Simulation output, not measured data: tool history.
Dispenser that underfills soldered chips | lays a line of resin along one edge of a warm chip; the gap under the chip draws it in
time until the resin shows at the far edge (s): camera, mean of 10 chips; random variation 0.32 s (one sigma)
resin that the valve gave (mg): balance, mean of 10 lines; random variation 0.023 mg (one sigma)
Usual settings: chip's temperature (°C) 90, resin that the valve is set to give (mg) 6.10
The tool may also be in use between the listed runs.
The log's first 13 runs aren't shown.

run   hour  chip's temperature (°C)  resin that the valve is set to give (mg)  hours of work since the syringe was changed  hours of work since the valve was cleaned  hours of work since the stage was calibrated  time until the resin shows at the far edge (s)  resin that the valve gave (mg)
 14   43.2                       91                                      6.10                                            3                                          5                                            42                                            13.6                            6.07
 15   46.4                       90                                      6.10                                            5                                          7                                            44                                            14.8                            6.00
      49.7  -- new syringe of resin
 16   49.7                       90                                      6.10                                            0                                          9                                            46                                            11.6                            6.05
 17   53.2                       90                                      6.10                                            2                                         11                                            48                                            13.0                            6.02
 18   56.6                       90                                      6.10                                            4                                         13                                            51                                            14.1                            6.04
      61.6  -- new syringe of resin
 19   61.6                       90                                      5.85                                            0                                         16                                            53                                            11.5                            5.73
 20   65.6                       99                                      6.60                                            3                                         19                                            56                                             9.3                            6.48
 21   69.9                       98                                      6.90                                            5                                         21                                            59                                            11.9                            6.73
      73.4  -- new syringe of resin
 22   74.5                       98                                      6.90                                            1                                         24                                            62                                             9.2                            6.77
 23   78.5                       79                                      5.49                                            3                                         27                                            64                                            19.9                            5.30
 24   80.4                       79                                      5.49                                            4                                         28                                            65                                            20.2                            5.36
 25   84.3                       78                                      7.55                                            7                                         30                                            68                                            23.8                            7.36
      85.3  -- new syringe of resin
 26   87.2                       96                                      7.21                                            1                                         32                                            69                                            10.4                            7.03
 27   90.7                       96                                      7.21                                            3                                         34                                            72                                            11.8                            6.96
 28   93.2                       99                                      6.92                                            5                                         36                                            73                                            10.9                            6.68
 29   95.4                       86                                      5.38                                            6                                         37                                            75                                            19.1                            5.26
      97.2  -- new syringe of resin
 30  100.0                       88                                      6.24                                            2                                         40                                            77                                            13.3                            6.03
 31  103.1                       92                                      6.06                                            4                                         42                                            79                                            13.3                            5.84
     105.7  -- dispensing valve cleaned and set on the balance
 32  106.9                       97                                      6.10                                            6                                          1                                            81                                            11.7                            6.14
 33  109.4                      103                                      7.08                                            7                                          2                                            83                                            11.2                            7.11
     110.1  -- new syringe of resin
 34  112.6                       91                                      5.86                                            2                                          4                                            85                                            12.5                            5.89
 35  114.6                       88                                      5.80                                            3                                          5                                            86                                            14.6                            5.76
 36  117.2                       88                                      5.80                                            5                                          7                                            88                                            15.6                            5.80
 37  121.0                       89                                      6.89                                            7                                         10                                            90                                            17.0                            6.86

Forecast each of these 3 alternatives for the next run:
     122.0  -- new syringe of resin
  A  125.8                       91                                      5.89                                            2                                         12                                            93                                               ?                               ?
     122.0  -- new syringe of resin
  B  125.8                       87                                      6.10                                            2                                         12                                            93                                               ?                               ?
     122.0  -- new syringe of resin
  C  125.8                      101                                      6.43                                            2                                         12                                            93                                               ?                               ?

run  time until the resin shows at the far edge (s)  resin that the valve gave (mg)
  A                                            13.0                            5.87
  B                                            14.3                            6.04
  C                                             9.6                            6.36
Without the tool's hidden state the same runs would have given:
run  time until the resin shows at the far edge (s)  resin that the valve gave (mg)
  A                                            11.1                            5.91
  B                                            12.1                            6.08
  C                                             8.2                            6.41

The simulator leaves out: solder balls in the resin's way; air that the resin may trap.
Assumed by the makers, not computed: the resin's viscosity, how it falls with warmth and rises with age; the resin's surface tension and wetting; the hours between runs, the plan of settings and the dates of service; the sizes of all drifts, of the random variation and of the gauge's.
